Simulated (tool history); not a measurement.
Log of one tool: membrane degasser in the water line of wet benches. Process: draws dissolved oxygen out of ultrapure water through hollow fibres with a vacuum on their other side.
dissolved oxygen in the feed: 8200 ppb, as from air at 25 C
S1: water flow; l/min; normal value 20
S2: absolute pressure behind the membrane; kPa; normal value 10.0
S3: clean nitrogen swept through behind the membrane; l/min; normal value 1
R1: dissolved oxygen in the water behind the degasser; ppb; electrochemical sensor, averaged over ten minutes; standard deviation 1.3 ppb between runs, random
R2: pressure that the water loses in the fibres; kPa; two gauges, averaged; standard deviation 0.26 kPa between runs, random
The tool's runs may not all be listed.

run 1 hour=0.0 | S1=20 S2=10.0 S3=1 | R1=310.4 R2=71.00
run 2 hour=118.7 | S1=20 S2=10.0 S3=1 | R1=308.4 R2=71.27
run 3 hour=217.9 | S1=20 S2=10.0 S3=1 | R1=308.8 R2=71.14
run 4 hour=317.5 | S1=20 S2=10.0 S3=1 | R1=310.5 R2=71.42
run 5 hour=379.9 | S1=20 S2=10.0 S3=1 | R1=309.9 R2=71.12
-- hour=428.5 vacuum gauge calibrated
run 6 hour=491.8 | S1=20 S2=10.0 S3=1 | R1=301.5 R2=71.38
run 7 hour=597.3 | S1=20 S2=10.0 S3=1 | R1=303.8 R2=71.04
run 8 hour=692.4 | S1=20 S2=10.0 S3=1 | R1=300.3 R2=71.40
run 9 hour=771.5 | S1=20 S2=17.3 S3=1 | R1=603.2 R2=71.71
run 10 hour=900.7 | S1=20 S2=17.3 S3=1 | R1=608.1 R2=71.50

Run 11 comes next. What will it give?
run 11 hour=964.3 | S1=20 S2=17.3 S3=1 | R1=? R2=?

R1: 606.8 ppb
R2: 71.30 kPa
Without the tool's hidden state the same run would have given R1 594.8 ppb, R2 68.73 kPa.

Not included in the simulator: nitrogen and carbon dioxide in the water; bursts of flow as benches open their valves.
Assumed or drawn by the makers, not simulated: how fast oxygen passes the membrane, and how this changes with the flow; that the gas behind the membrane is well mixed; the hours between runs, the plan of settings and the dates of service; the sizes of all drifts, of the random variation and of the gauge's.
